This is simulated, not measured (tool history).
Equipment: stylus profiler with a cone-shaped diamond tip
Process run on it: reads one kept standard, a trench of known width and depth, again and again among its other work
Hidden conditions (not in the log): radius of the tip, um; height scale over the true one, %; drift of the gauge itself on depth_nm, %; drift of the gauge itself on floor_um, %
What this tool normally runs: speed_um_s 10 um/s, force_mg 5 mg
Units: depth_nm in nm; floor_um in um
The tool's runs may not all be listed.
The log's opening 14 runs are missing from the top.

| run | hour | speed_um_s | force_mg | scans with this tip | hours of work since the height scale was calibrated | depth_nm | floor_um |
|---|---|---|---|---|---|---|---|
| 15 | 172.7 | 10 | 5.56 | 774 | 166 | 1024.3 | 26.35 |
| 16 | 191.1 | 11 | 5 | 834 | 179 | 1022.32 | 26.31 |
| 17 | 201.6 | 22 | 8.92 | 869 | 187 | 1033.13 | 26.25 |
| 18 | 211.1 | 21 | 2.62 | 900 | 193 | 1014.33 | 26.25 |
| 19 | 224.8 | 19 | 2.62 | 945 | 203 | 1014.54 | 26.29 |
| 20 | 234.2 | 19 | 2.65 | 976 | 210 | 1014.55 | 26.25 |
| 21 | 246.4 | 2 | 1.9 | 1016 | 218 | 1011.58 | 26.32 |
| 22 | 264.5 | 2 | 1.9 | 1075 | 231 | 1011.53 | 26.28 |
| 23 | 281.4 | 2 | 12.27 | 1131 | 243 | 1040.94 | 26.31 |
| 24 | 295.2 | 11 | 1.87 | 1177 | 253 | 1011.47 | 26.2 |
| 25 | 307.9 | 11 | 1.87 | 1218 | 262 | 1011.53 | 26.22 |
| 26 | 321.2 | 2 | 4.89 | 1262 | 271 | 1021.91 | 26.24 |
| 27 | 338.1 | 19 | 3.6 | 1318 | 283 | 1017.69 | 26.16 |
| 28 | 354 | 19 | 3.6 | 1370 | 295 | 1017.79 | 26.13 |
| 29 | 364.5 | 5 | 14.88 | 1404 | 302 | 1046.47 | 26.18 |
| 30 | 375.9 | 5 | 14.88 | 1442 | 310 | 1046.54 | 26.19 |
| 31 | 385.5 | 5 | 14.88 | 1473 | 317 | 1046.44 | 26.17 |
| 32 | 395.5 | 34 | 9.75 | 1507 | 324 | 1034.78 | 26.16 |

Branching from run 32: 3 alternative next runs. What would each branch give?
| A | 407.9 | 15 | 9.75 | 1547 | 333 | ? | ? |
| B | 407.9 | 24 | 12.12 | 1547 | 333 | ? | ? |
| C | 407.9 | 5 | 9.58 | 1547 | 333 | ? | ? |

| run | depth_nm | floor_um |
|---|---|---|
| A | 1035.03 | 26.13 |
| B | 1040.49 | 26.09 |
| C | 1034.75 | 26.18 |
Without the tool's hidden state the same runs would have given:
| run | depth_nm | floor_um |
|---|---|---|
| A | 1035.33 | 26.51 |
| B | 1040.79 | 26.47 |
| C | 1035.05 | 26.56 |
